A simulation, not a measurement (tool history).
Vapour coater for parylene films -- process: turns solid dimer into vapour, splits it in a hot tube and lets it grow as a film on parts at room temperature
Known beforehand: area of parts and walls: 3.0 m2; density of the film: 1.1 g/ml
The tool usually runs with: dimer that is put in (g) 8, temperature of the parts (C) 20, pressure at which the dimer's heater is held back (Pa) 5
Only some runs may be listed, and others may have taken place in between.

run,hour,dimer that is put in (g),temperature of the parts (C),pressure at which the dimer's heater is held back (Pa),thickness of the film (um)
1,0,8,20,5,1.22
2,76.5,8,20,5,1.28
3,122.3,8,20,5,1.26
4,174.1,8,20,5,1.24
5,213.3,8,20,5,1.24
6,274.4,8,20,5,1.22
7,316.5,8,20,5,1.22
8,351.7,8,20,5,1.2
9,416.8,3,20,5,0.44
10,488.6,8,20,5,1.2
11,535.2,8,20,5,1.16
12,581.1,8,20,5,1.18
13,647.3,8,20,5,1.25
14,693.6,8,20,5,1.25
15,763.9,8,20,5,1.23
16,815.9,8,20,5,1.34
17,883.6,8,20,5,1.3
18,950.9,8,20,2.12,1.57
19,993.5,8,20,2.12,1.53
20,1037.6,8,20,8.04,1.14
21,1068.7,8,20,8.04,1.13
22,1129.9,8,20,9.09,1.04
23,1182,8,20,9.09,1.14
24,1235.1,6,15,5,1.23
25,1290.3,6,15,5,1.24
26,1322.8,9,28,5,1.03
27,1382.3,9,28,5,1.02
28,1437.9,5,24,5,0.66
29,1503.6,8,29,2.82,0.96
30,1571.1,5,19,4.58,0.81
31,1621.2,5,19,4.58,0.86
32,1652.5,7,14,2.09,1.68
33,1722.7,5,20,5,0.76
34,1774.1,8,18,4,1.5
35,1823.5,8,23,6.82,1.09
36,1892.7,8,23,6.82,1.02
37,1965.2,8,14,5,1.65
38,2003.7,11,12,7.59,2.24
39,2036.1,11,12,7.59,2.23
40,2073.5,6,12,7.59,1.22
41,2123.3,8,31,2.95,0.85
42,2167.6,8,31,2.95,0.83
43,2204.8,6,31,4.02,0.59
44,2267.3,6,31,4.02,0.54
45,2342.8,3,22,5,0.44
46,2406.7,7,23,2.61,1.13

The log once held 6 entries between its listed runs, left out of this copy. Where does each go, and what is different about the tool's unlogged condition between the listed run before it and the listed run after it?
Between runs 1 and 2: trap's valve overhauled (hour 63.1)
  vapour lost through the trap's worn valve, %: 6.9 -> 0.4; true temperature of the parts over the reading, C: 1.1 -> 1.15
  what was measured, less what the result would be without the hidden state, thickness of the film (um): -0.15 -> -0.07
Between runs 12 and 13: trap's valve overhauled (hour 621.8)
  vapour lost through the trap's worn valve, %: 8.2 -> 0.6; true temperature of the parts over the reading, C: 1.53 -> 1.58
  what was measured, less what the result would be without the hidden state, thickness of the film (um): -0.19 -> -0.1
Between runs 15 and 16: table's thermometer calibrated (hour 792.5)
  vapour lost through the trap's worn valve, %: 2.4 -> 3.2; true temperature of the parts over the reading, C: 1.66 -> 0
  what was measured, less what the result would be without the hidden state, thickness of the film (um): -0.12 -> -0.05
Between runs 22 and 23: trap's valve overhauled (hour 1182)
  vapour lost through the trap's worn valve, %: 7.9 -> 0.2; true temperature of the parts over the reading, C: 0.25 -> 0.28
  what was measured, less what the result would be without the hidden state, thickness of the film (um): -0.1 -> -0.01
Between runs 33 and 34: trap's valve overhauled (hour 1738.7)
  vapour lost through the trap's worn valve, %: 8.1 -> 0.6; true temperature of the parts over the reading, C: 0.69 -> 0.72
  what was measured, less what the result would be without the hidden state, thickness of the film (um): -0.09 -> -0.06
Between runs 44 and 45: trap's valve overhauled (hour 2297.1)
  vapour lost through the trap's worn valve, %: 7.7 -> 1.2; true temperature of the parts over the reading, C: 1.09 -> 1.15
  what was measured, less what the result would be without the hidden state, thickness of the film (um): -0.08 -> -0.03
